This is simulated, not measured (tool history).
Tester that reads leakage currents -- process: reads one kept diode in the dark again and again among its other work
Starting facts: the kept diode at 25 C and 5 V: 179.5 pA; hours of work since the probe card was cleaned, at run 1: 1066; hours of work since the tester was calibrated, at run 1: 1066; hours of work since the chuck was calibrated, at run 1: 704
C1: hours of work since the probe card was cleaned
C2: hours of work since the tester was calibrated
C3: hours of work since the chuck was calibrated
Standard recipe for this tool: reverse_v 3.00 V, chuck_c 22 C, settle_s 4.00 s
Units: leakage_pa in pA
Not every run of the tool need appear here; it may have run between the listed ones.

run 1 day=0.000 | reverse_v=3.00 chuck_c=22 settle_s=4.00 | C1=1066 C2=1066 C3=704 | leakage_pa=134.03
run 2 day=5.792 | reverse_v=3.00 chuck_c=22 settle_s=4.00 | C1=1163 C2=1163 C3=801 | leakage_pa=135.95
run 3 day=17.179 | reverse_v=3.00 chuck_c=22 settle_s=4.00 | C1=1355 C2=1355 C3=993 | leakage_pa=139.46
-- day=25.175 probe card cleaned and baked
run 4 day=29.188 | reverse_v=3.00 chuck_c=22 settle_s=7.30 | C1=68 C2=1555 C3=1193 | leakage_pa=137.50
run 5 day=36.612 | reverse_v=3.00 chuck_c=22 settle_s=8.71 | C1=193 C2=1680 C3=1318 | leakage_pa=139.86
run 6 day=44.454 | reverse_v=3.00 chuck_c=46 settle_s=4.00 | C1=325 C2=1812 C3=1450 | leakage_pa=792.67
run 7 day=54.592 | reverse_v=3.00 chuck_c=46 settle_s=4.00 | C1=495 C2=1983 C3=1621 | leakage_pa=806.99
-- day=55.771 chuck's temperature calibrated
run 8 day=64.329 | reverse_v=3.00 chuck_c=51 settle_s=4.00 | C1=658 C2=2145 C3=144 | leakage_pa=1013.10
run 9 day=71.062 | reverse_v=3.00 chuck_c=22 settle_s=4.00 | C1=771 C2=2259 C3=257 | leakage_pa=131.58
run 10 day=82.817 | reverse_v=3.00 chuck_c=25 settle_s=4.00 | C1=969 C2=2457 C3=455 | leakage_pa=170.37
-- day=87.438 tester calibrated
run 11 day=88.121 | reverse_v=3.00 chuck_c=25 settle_s=4.00 | C1=1057 C2=11 C3=543 | leakage_pa=169.50
run 12 day=97.208 | reverse_v=3.00 chuck_c=25 settle_s=4.00 | C1=1210 C2=164 C3=696 | leakage_pa=172.15
run 13 day=107.421 | reverse_v=3.00 chuck_c=25 settle_s=4.00 | C1=1382 C2=336 C3=868 | leakage_pa=176.95
-- day=113.758 probe card cleaned and baked
run 14 day=115.867 | reverse_v=3.00 chuck_c=22 settle_s=4.00 | C1=35 C2=477 C3=1008 | leakage_pa=137.47
run 15 day=125.271 | reverse_v=3.00 chuck_c=22 settle_s=4.00 | C1=194 C2=635 C3=1167 | leakage_pa=140.42
run 16 day=131.912 | reverse_v=3.00 chuck_c=22 settle_s=4.00 | C1=306 C2=747 C3=1279 | leakage_pa=142.61
run 17 day=139.875 | reverse_v=3.00 chuck_c=22 settle_s=4.00 | C1=440 C2=881 C3=1413 | leakage_pa=145.06
run 18 day=150.117 | reverse_v=3.00 chuck_c=22 settle_s=4.00 | C1=612 C2=1053 C3=1585 | leakage_pa=149.18
-- day=153.946 chuck's temperature calibrated
run 19 day=161.421 | reverse_v=3.00 chuck_c=22 settle_s=4.00 | C1=801 C2=1242 C3=126 | leakage_pa=128.18
run 20 day=169.862 | reverse_v=3.00 chuck_c=22 settle_s=4.00 | C1=943 C2=1384 C3=268 | leakage_pa=129.52
run 21 day=177.354 | reverse_v=9.87 chuck_c=37 settle_s=0.49 | C1=1069 C2=1510 C3=394 | leakage_pa=576.50
run 22 day=188.762 | reverse_v=1.94 chuck_c=23 settle_s=0.49 | C1=1261 C2=1702 C3=586 | leakage_pa=127.35
run 23 day=195.042 | reverse_v=3.00 chuck_c=21 settle_s=0.68 | C1=1367 C2=1808 C3=692 | leakage_pa=127.43
-- day=202.996 probe card cleaned and baked
run 24 day=203.412 | reverse_v=5.19 chuck_c=41 settle_s=0.33 | C1=7 C2=1947 C3=831 | leakage_pa=641.65
run 25 day=210.429 | reverse_v=3.00 chuck_c=37 settle_s=1.07 | C1=125 C2=2065 C3=949 | leakage_pa=412.43
run 26 day=215.504 | reverse_v=3.00 chuck_c=37 settle_s=1.07 | C1=211 C2=2151 C3=1034 | leakage_pa=418.23
run 27 day=227.800 | reverse_v=7.99 chuck_c=42 settle_s=1.07 | C1=418 C2=2358 C3=1241 | leakage_pa=811.94
run 28 day=235.000 | reverse_v=3.50 chuck_c=21 settle_s=0.62 | C1=539 C2=2479 C3=1363 | leakage_pa=139.97
-- day=237.933 tester calibrated
run 29 day=244.088 | reverse_v=17.79 chuck_c=32 settle_s=3.55 | C1=690 C2=104 C3=1514 | leakage_pa=533.54
run 30 day=249.738 | reverse_v=17.79 chuck_c=32 settle_s=3.55 | C1=786 C2=199 C3=1609 | leakage_pa=538.13
-- day=251.558 chuck's temperature calibrated
run 31 day=256.833 | reverse_v=17.79 chuck_c=32 settle_s=3.55 | C1=904 C2=317 C3=89 | leakage_pa=468.49
run 32 day=268.867 | reverse_v=17.79 chuck_c=32 settle_s=3.55 | C1=1106 C2=519 C3=291 | leakage_pa=479.31
run 33 day=280.196 | reverse_v=3.00 chuck_c=52 settle_s=0.71 | C1=1297 C2=710 C3=482 | leakage_pa=1087.56
run 34 day=286.679 | reverse_v=1.01 chuck_c=22 settle_s=1.72 | C1=1406 C2=819 C3=591 | leakage_pa=93.83
-- day=292.092 probe card cleaned and baked
run 35 day=292.321 | reverse_v=2.14 chuck_c=32 settle_s=2.40 | C1=4 C2=912 C3=684 | leakage_pa=249.02
run 36 day=301.362 | reverse_v=14.61 chuck_c=60 settle_s=1.69 | C1=156 C2=1064 C3=836 | leakage_pa=2971.68
run 37 day=307.379 | reverse_v=16.90 chuck_c=31 settle_s=2.87 | C1=257 C2=1166 C3=938 | leakage_pa=452.41
run 38 day=312.371 | reverse_v=2.52 chuck_c=22 settle_s=4.00 | C1=341 C2=1250 C3=1022 | leakage_pa=129.58

Alternative continuations, all from the tool just after run 38; predict every row:
run A day=317.729 | reverse_v=10.66 chuck_c=22 settle_s=4.00 | C1=432 C2=1340 C3=1112 | leakage_pa=?
run B day=317.729 | reverse_v=2.27 chuck_c=25 settle_s=1.64 | C1=432 C2=1340 C3=1112 | leakage_pa=?
run C day=317.729 | reverse_v=3.00 chuck_c=22 settle_s=0.57 | C1=432 C2=1340 C3=1112 | leakage_pa=?

run=A leakage_pa=205.90
run=B leakage_pa=159.32
run=C leakage_pa=139.08
With the hidden condition removed and each run's random variation left untouched, the same runs would have given:
run=A leakage_pa=179.03
run=B leakage_pa=141.39
run=C leakage_pa=122.81
